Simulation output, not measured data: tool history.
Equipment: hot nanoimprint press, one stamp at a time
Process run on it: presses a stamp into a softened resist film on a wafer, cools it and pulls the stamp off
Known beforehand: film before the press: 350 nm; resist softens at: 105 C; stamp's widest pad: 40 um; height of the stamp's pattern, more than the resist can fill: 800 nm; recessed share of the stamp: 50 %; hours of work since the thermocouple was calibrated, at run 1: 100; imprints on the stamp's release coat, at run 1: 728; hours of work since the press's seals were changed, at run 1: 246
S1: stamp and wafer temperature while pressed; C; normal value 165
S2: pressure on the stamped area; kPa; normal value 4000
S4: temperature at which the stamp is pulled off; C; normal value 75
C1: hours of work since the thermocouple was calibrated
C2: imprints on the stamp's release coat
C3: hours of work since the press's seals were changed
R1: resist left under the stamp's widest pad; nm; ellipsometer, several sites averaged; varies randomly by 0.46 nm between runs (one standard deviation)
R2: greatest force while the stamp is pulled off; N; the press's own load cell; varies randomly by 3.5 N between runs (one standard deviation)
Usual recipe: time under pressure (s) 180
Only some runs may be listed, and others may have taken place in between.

Run 1, hour 0.0: usual settings; C1 100; C2 728; C3 246. Result: R1 176.9 nm, R2 162 N.
Run 2, hour 37.2: usual settings but S4 78 C; C1 122; C2 889; C3 268. Result: R1 176.8 nm, R2 155 N.
Run 3, hour 82.4: usual settings but S4 78 C; C1 149; C2 1085; C3 295. Result: R1 177.2 nm, R2 162 N.
Run 4, hour 113.0: usual settings but S4 78 C; C1 168; C2 1218; C3 313. Result: R1 176.2 nm, R2 158 N.
At hour 130.3: stamp cleaned and given a new release coat.
Run 5, hour 152.9: usual settings but S4 74 C; C1 188; C2 98; C3 333. Result: R1 177.4 nm, R2 174 N.
Run 6, hour 183.8: usual settings but S4 74 C; C1 206; C2 232; C3 351. Result: R1 177.0 nm, R2 173 N.
Run 7, hour 215.3: usual settings but S1 174 C; C1 225; C2 368; C3 370. Result: R1 122.6 nm, R2 173 N.
Run 8, hour 267.4: usual settings; C1 256; C2 594; C3 401. Result: R1 177.3 nm, R2 177 N.
At hour 314.1: plate thermocouple calibrated.
Run 9, hour 333.3: usual settings; C1 11; C2 867; C3 439. Result: R1 175.8 nm, R2 173 N.
Run 10, hour 398.1: usual settings; C1 50; C2 1147; C3 477. Result: R1 175.9 nm, R2 179 N.
At hour 432.9: stamp cleaned and given a new release coat.
Run 11, hour 452.9: usual settings; C1 79; C2 86; C3 506. Result: R1 175.9 nm, R2 167 N.
Run 12, hour 524.6: usual settings but S4 77 C; C1 122; C2 397; C3 549. Result: R1 175.0 nm, R2 162 N.
Run 13, hour 581.2: usual settings but S4 77 C; C1 156; C2 642; C3 583. Result: R1 174.6 nm, R2 161 N.
Run 14, hour 625.5: usual settings but S4 77 C; C1 182; C2 834; C3 609. Result: R1 176.0 nm, R2 160 N.
Run 15, hour 691.2: usual settings; C1 221; C2 1118; C3 648. Result: R1 174.3 nm, R2 166 N.
At hour 730.3: stamp cleaned and given a new release coat.
Run 16, hour 732.1: usual settings but S2 5750 kPa; C1 242; C2 8; C3 669. Result: R1 151.5 nm, R2 170 N.
At hour 801.1: plate thermocouple calibrated.
At hour 814.8: press's hydraulic seals changed and the load cell set to zero.
Run 17, hour 814.9: usual settings but S1 162 C, S2 5750 kPa, time under pressure (s) 132, S4 73 C; C1 3; C2 318; C3 0. Result: R1 192.2 nm, R2 183 N.
Run 18, hour 880.1: usual settings but S1 162 C, S2 5750 kPa, time under pressure (s) 132, S4 73 C; C1 42; C2 601; C3 39. Result: R1 191.2 nm, R2 183 N.
Run 19, hour 945.0: usual settings but S1 155 C, S2 5040 kPa, time under pressure (s) 303, S4 76 C; C1 81; C2 882; C3 78. Result: R1 198.8 nm, R2 163 N.
Run 20, hour 991.1: usual settings but S1 155 C, S2 5040 kPa, time under pressure (s) 303, S4 76 C; C1 108; C2 1081; C3 105. Result: R1 199.4 nm, R2 165 N.
At hour 1039.9: stamp cleaned and given a new release coat.
Run 21, hour 1049.5: usual settings but S1 161 C, S2 4930 kPa, time under pressure (s) 175, S4 69 C; C1 140; C2 41; C3 136. Result: R1 190.7 nm, R2 196 N.
Run 22, hour 1085.1: usual settings but S1 161 C, S2 4930 kPa, time under pressure (s) 175, S4 69 C; C1 161; C2 196; C3 158. Result: R1 189.2 nm, R2 191 N.
Run 23, hour 1134.0: usual settings but S4 77 C; C1 190; C2 407; C3 187. Result: R1 173.8 nm, R2 159 N.
Run 24, hour 1201.2: usual settings but S1 174 C, S2 2700 kPa, S4 70 C; C1 230; C2 698; C3 227. Result: R1 143.9 nm, R2 186 N.
Run 25, hour 1249.0: usual settings but S1 161 C, S2 2700 kPa, S4 61 C; C1 259; C2 906; C3 255. Result: R1 228.4 nm, R2 230 N.
At hour 1288.8: plate thermocouple calibrated.
Run 26, hour 1308.0: usual settings but S4 79 C; C1 11; C2 1148; C3 289. Result: R1 173.8 nm, R2 155 N.
At hour 1340.7: stamp cleaned and given a new release coat.
Run 27, hour 1377.0: usual settings but S4 79 C; C1 49; C2 157; C3 326. Result: R1 173.5 nm, R2 154 N.
Run 28, hour 1419.1: usual settings but S2 4850 kPa, time under pressure (s) 161, S4 79 C; C1 74; C2 339; C3 351. Result: R1 168.1 nm, R2 144 N.
Run 29, hour 1478.6: usual settings but S2 4850 kPa, time under pressure (s) 161, S4 79 C; C1 110; C2 597; C3 387. Result: R1 167.4 nm, R2 154 N.
Run 30, hour 1524.9: usual settings but S1 159 C, S2 3790 kPa, time under pressure (s) 94, S4 70 C; C1 137; C2 797; C3 414. Result: R1 258.6 nm, R2 196 N.

Consider 3 possible next runs. They are alternatives, not a sequence: every one starts from the tool as it was left by run 30. What does each give?
Run A, hour 1557.6: usual settings but S2 4210 kPa, S4 82 C; C1 157; C2 939; C3 434. Result: R1 ?, R2 ?.
Run B, hour 1557.6: usual settings but S1 159 C, S2 3790 kPa, time under pressure (s) 346, S4 70 C; C1 157; C2 939; C3 434. Result: R1 ?, R2 ?.
Run C, hour 1557.6: usual settings but S1 157 C, S2 2760 kPa, time under pressure (s) 308, S4 70 C; C1 157; C2 939; C3 434. Result: R1 ?, R2 ?.

run     R1   R2
  A  170.0  140
  B  177.1  189
  C  221.0  183
Take away the tool's hidden state, keep each run's random variation, and the runs would have read:
run     R1   R2
  A  174.2  140
  B  181.4  188
  C  226.5  182
